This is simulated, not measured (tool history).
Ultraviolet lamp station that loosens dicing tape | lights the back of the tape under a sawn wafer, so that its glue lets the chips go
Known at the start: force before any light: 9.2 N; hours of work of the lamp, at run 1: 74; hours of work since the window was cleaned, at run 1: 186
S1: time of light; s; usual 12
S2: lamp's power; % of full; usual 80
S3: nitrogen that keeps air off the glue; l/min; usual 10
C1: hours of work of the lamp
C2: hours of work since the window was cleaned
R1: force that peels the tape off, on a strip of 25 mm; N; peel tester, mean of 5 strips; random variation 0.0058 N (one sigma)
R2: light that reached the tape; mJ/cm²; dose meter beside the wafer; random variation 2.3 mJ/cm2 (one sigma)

run	day	S1	S2	S3	C1	C2	R1	R2
1	0	12	80	10	74	186	0.181	208
2	0.496	13	80	10	80	192	0.166	228
3	0.808	13	80	10	84	196	0.143	228
4	1.071	8	80	10	87	199	0.585	143
5	1.488	12	80	10	92	204	0.181	210
6	1.904	12	80	10	97	209	0.198	210
7	2.317	12	80	10	102	215	0.189	208
8	2.704	12	80	10	107	219	0.193	208
9	3	12	80	11	111	223	0.177	206
10	3.25	12	80	11	114	226	0.178	209
11	3.738	12	62	10	120	232	0.416	163
12	4.267	12	62	10	126	238	0.42	160
13	4.508	12	62	10	129	241	0.414	158
14	4.938	12	62	10	134	246	0.448	158
# day 5.112: window cleaned of glue's vapour
15	5.383	21	62	10	139	3	0.082	303
16	5.917	21	62	10	146	10	0.08	300
17	6.171	12	80	10	149	13	0.168	224
18	6.621	12	80	17	154	18	0.102	221
19	6.896	12	80	17	158	22	0.1	223
20	7.242	12	80	3	162	26	0.662	221
21	7.483	12	80	3	165	29	0.652	222
22	7.912	12	80	3	170	34	0.639	223
23	8.371	11	80	10	176	40	0.222	201
24	8.908	11	80	10	182	46	0.222	199
25	9.217	11	80	10	186	50	0.227	201
26	9.683	6	81	10	192	56	1.042	112
27	9.9	11	67	16	194	58	0.238	166
28	10.162	10	67	4	198	62	1.176	153
29	10.642	12	70	16	203	67	0.166	191
30	10.925	11	70	16	207	71	0.21	173
31	11.279	11	70	16	211	75	0.215	171
32	11.779	11	70	16	217	81	0.213	180
33	12.125	15	67	14	221	85	0.112	225
34	12.642	15	70	17	228	92	0.091	235
35	12.942	12	66	12	231	95	0.263	176
36	13.267	12	66	12	235	99	0.266	173
37	13.762	24	80	11	241	105	0.067	426
38	14.175	24	80	11	246	110	0.071	423
39	14.6	24	80	11	252	116	0.056	422
40	14.992	12	95	10	256	120	0.111	252
41	15.283	12	77	8	260	124	0.276	203
42	15.762	12	77	8	266	130	0.272	201
43	16.25	12	67	8	272	136	0.402	173

4 ways to go on from here, each from the tool as it stands after run 43. What would each give?
A	16.788	12	91	16	278	142	?	?
B	16.788	13	85	13	278	142	?	?
C	16.788	22	76	8	278	142	?	?
D	16.788	10	61	5	278	142	?	?

run	R1	R2
A	0.096	239
B	0.103	241
C	0.072	361
D	1.266	134
Without the tool's hidden state the same runs would have given:
run	R1	R2
A	0.081	264
B	0.085	267
C	0.066	399
D	1.031	148
